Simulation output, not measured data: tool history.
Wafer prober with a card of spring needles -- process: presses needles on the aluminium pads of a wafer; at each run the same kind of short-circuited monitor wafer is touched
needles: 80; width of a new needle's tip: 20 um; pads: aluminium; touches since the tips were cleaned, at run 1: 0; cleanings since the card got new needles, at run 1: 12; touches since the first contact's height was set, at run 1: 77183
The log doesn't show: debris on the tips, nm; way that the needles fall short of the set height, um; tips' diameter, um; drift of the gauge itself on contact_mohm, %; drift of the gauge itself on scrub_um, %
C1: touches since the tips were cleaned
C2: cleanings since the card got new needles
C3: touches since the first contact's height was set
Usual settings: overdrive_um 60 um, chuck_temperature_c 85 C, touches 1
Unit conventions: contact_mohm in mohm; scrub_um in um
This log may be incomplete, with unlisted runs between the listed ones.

Run 1, hour 0: usual settings; C1 0; C2 12; C3 77183. Result: contact_mohm 204 mohm, scrub_um 10.73 um.
At hour 13.8: tips cleaned on abrasive film.
At hour 27.1: tips cleaned on abrasive film.
Run 2, hour 36.8: usual settings; C1 4586; C2 14; C3 94568. Result: contact_mohm 247 mohm, scrub_um 10.67 um.
At hour 39.5: tips cleaned on abrasive film.
At hour 51.6: tips cleaned on abrasive film.
Run 3, hour 56.8: usual settings; C1 2473; C2 16; C3 103989. Result: contact_mohm 237 mohm, scrub_um 10.64 um.
At hour 63.6: tips cleaned on abrasive film.
At hour 76: tips cleaned on abrasive film.
Run 4, hour 80.3: usual settings; C1 2058; C2 18; C3 115103. Result: contact_mohm 230 mohm, scrub_um 10.6 um.
At hour 88.7: tips cleaned on abrasive film.
At hour 101.4: tips cleaned on abrasive film.
At hour 114.4: tips cleaned on abrasive film.
Run 5, hour 122.9: usual settings but touches 2; C1 4050; C2 21; C3 135190. Result: contact_mohm 227 mohm, scrub_um 10.63 um.
At hour 126.7: tips cleaned on abrasive film.
At hour 140.5: tips cleaned on abrasive film.
Run 6, hour 146: usual settings but touches 2; C1 2636; C2 23; C3 146093. Result: contact_mohm 223 mohm, scrub_um 10.6 um.
At hour 154.8: tips cleaned on abrasive film.
At hour 167.4: tips cleaned on abrasive film.
At hour 170.7: height of the first contact set anew.
Run 7, hour 175.3: usual settings; C1 3583; C2 25; C3 2174. Result: contact_mohm 242 mohm, scrub_um 10.84 um.
At hour 182.3: tips cleaned on abrasive film.
At hour 196.7: tips cleaned on abrasive film.
At hour 209.3: tips cleaned on abrasive film.
Run 8, hour 210.4: usual settings; C1 538; C2 28; C3 18765. Result: contact_mohm 217 mohm, scrub_um 10.79 um.
At hour 222: tips cleaned on abrasive film.
At hour 236.9: tips cleaned on abrasive film.
At hour 251.3: tips cleaned on abrasive film.
Run 9, hour 252.7: usual settings; C1 699; C2 31; C3 38736. Result: contact_mohm 220 mohm, scrub_um 10.8 um.
At hour 264.8: tips cleaned on abrasive film.
Run 10, hour 271.7: usual settings but overdrive_um 47 um; C1 3292; C2 32; C3 47706. Result: contact_mohm 269 mohm, scrub_um 8.41 um.
At hour 277.6: tips cleaned on abrasive film.
At hour 291.9: tips cleaned on abrasive film.
Run 11, hour 298.6: usual settings but overdrive_um 44 um; C1 3188; C2 34; C3 60407. Result: contact_mohm 282 mohm, scrub_um 7.84 um.
At hour 304.2: tips cleaned on abrasive film.
At hour 318.1: tips cleaned on abrasive film.
At hour 332.2: tips cleaned on abrasive film.
Run 12, hour 339.3: usual settings but overdrive_um 55 um; C1 3358; C2 37; C3 79595. Result: contact_mohm 258 mohm, scrub_um 9.83 um.
At hour 344.7: tips cleaned on abrasive film.
At hour 357.7: tips cleaned on abrasive film.
At hour 372.2: tips cleaned on abrasive film.
Run 13, hour 375.7: usual settings but overdrive_um 55 um; C1 1674; C2 40; C3 96790. Result: contact_mohm 235 mohm, scrub_um 9.78 um.
At hour 384.2: tips cleaned on abrasive film.
At hour 396.8: tips cleaned on abrasive film.
Run 14, hour 396.8: usual settings but overdrive_um 55 um; C1 0; C2 42; C3 106741. Result: contact_mohm 207 mohm, scrub_um 9.73 um.
At hour 409.3: tips cleaned on abrasive film.
At hour 423.8: tips cleaned on abrasive film.
At hour 436.6: tips cleaned on abrasive film.
Run 15, hour 436.9: usual settings; C1 140; C2 45; C3 125639. Result: contact_mohm 203 mohm, scrub_um 10.61 um.
At hour 450.2: tips cleaned on abrasive film.
Run 16, hour 461.8: usual settings but chuck_temperature_c 37 C; C1 5494; C2 46; C3 137430. Result: contact_mohm 245 mohm, scrub_um 10.62 um.
At hour 463.9: tips cleaned on abrasive film.
At hour 477.7: tips cleaned on abrasive film.
At hour 491: tips cleaned on abrasive film.
Run 17, hour 492.9: usual settings but overdrive_um 52 um, chuck_temperature_c 50 C; C1 937; C2 49; C3 152109. Result: contact_mohm 226 mohm, scrub_um 9.17 um.
At hour 503.1: tips cleaned on abrasive film.
At hour 506.3: height of the first contact set anew.
At hour 516.9: tips cleaned on abrasive film.
Run 18, hour 521.7: usual settings but overdrive_um 52 um, chuck_temperature_c 50 C; C1 2290; C2 51; C3 7290. Result: contact_mohm 245 mohm, scrub_um 9.39 um.
At hour 529.8: tips cleaned on abrasive film.
At hour 543.2: tips cleaned on abrasive film.
Run 19, hour 544.4: usual settings but overdrive_um 66 um, chuck_temperature_c 50 C; C1 553; C2 53; C3 17953. Result: contact_mohm 202 mohm, scrub_um 11.85 um.
At hour 556.8: tips cleaned on abrasive film.
At hour 569.2: tips cleaned on abrasive film.
At hour 581.4: tips cleaned on abrasive film.
Run 20, hour 585: usual settings but overdrive_um 44 um, chuck_temperature_c 33 C; C1 1734; C2 56; C3 37139. Result: contact_mohm 246 mohm, scrub_um 7.86 um.
At hour 594.9: tips cleaned on abrasive film.
At hour 609.7: tips cleaned on abrasive film.
Run 21, hour 618.7: usual settings but overdrive_um 61 um, chuck_temperature_c 71 C; C1 4300; C2 58; C3 53090. Result: contact_mohm 248 mohm, scrub_um 10.93 um.
At hour 623.2: tips cleaned on abrasive film.
At hour 636.5: tips cleaned on abrasive film.
At hour 649.9: tips cleaned on abrasive film.
Run 22, hour 661.2: usual settings but overdrive_um 50 um, chuck_temperature_c 65 C, touches 2; C1 5387; C2 61; C3 73153. Result: contact_mohm 240 mohm, scrub_um 8.9 um.
At hour 663.4: tips cleaned on abrasive film.
At hour 677.1: tips cleaned on abrasive film.
Run 23, hour 678.7: usual settings but overdrive_um 50 um, chuck_temperature_c 65 C, touches 2; C1 723; C2 63; C3 81344. Result: contact_mohm 217 mohm, scrub_um 8.89 um.
At hour 689.3: tips cleaned on abrasive film.
At hour 702.2: tips cleaned on abrasive film.
Run 24, hour 713.6: usual settings but overdrive_um 61 um, chuck_temperature_c 27 C, touches 2; C1 5449; C2 65; C3 97884. Result: contact_mohm 221 mohm, scrub_um 10.88 um.
At hour 716.7: tips cleaned on abrasive film.
At hour 730.5: tips cleaned on abrasive film.
Run 25, hour 733.5: usual settings but overdrive_um 41 um, chuck_temperature_c 75 C, touches 3; C1 1444; C2 67; C3 107250. Result: contact_mohm 231 mohm, scrub_um 7.27 um.
At hour 742.7: tips cleaned on abrasive film.
At hour 756.1: tips cleaned on abrasive film.
At hour 770: tips cleaned on abrasive film.
Run 26, hour 773.2: usual settings but overdrive_um 56 um, chuck_temperature_c 94 C, touches 2; C1 1512; C2 70; C3 125956. Result: contact_mohm 227 mohm, scrub_um 9.91 um.

Run 27 is up next; what results do you expect?
At hour 783.9: tips cleaned on abrasive film.
At hour 797.6: tips cleaned on abrasive film.
Run 27, hour 801.6: usual settings but chuck_temperature_c 31 C, touches 2; C1 1930; C2 72; C3 139400. Result: contact_mohm ?, scrub_um ?.

{"run 27": {"contact_mohm": 212, "scrub_um": 10.65}}
Minus the tool's unlogged condition, the same run would have read contact_mohm 185 mohm, scrub_um 10.87 um.

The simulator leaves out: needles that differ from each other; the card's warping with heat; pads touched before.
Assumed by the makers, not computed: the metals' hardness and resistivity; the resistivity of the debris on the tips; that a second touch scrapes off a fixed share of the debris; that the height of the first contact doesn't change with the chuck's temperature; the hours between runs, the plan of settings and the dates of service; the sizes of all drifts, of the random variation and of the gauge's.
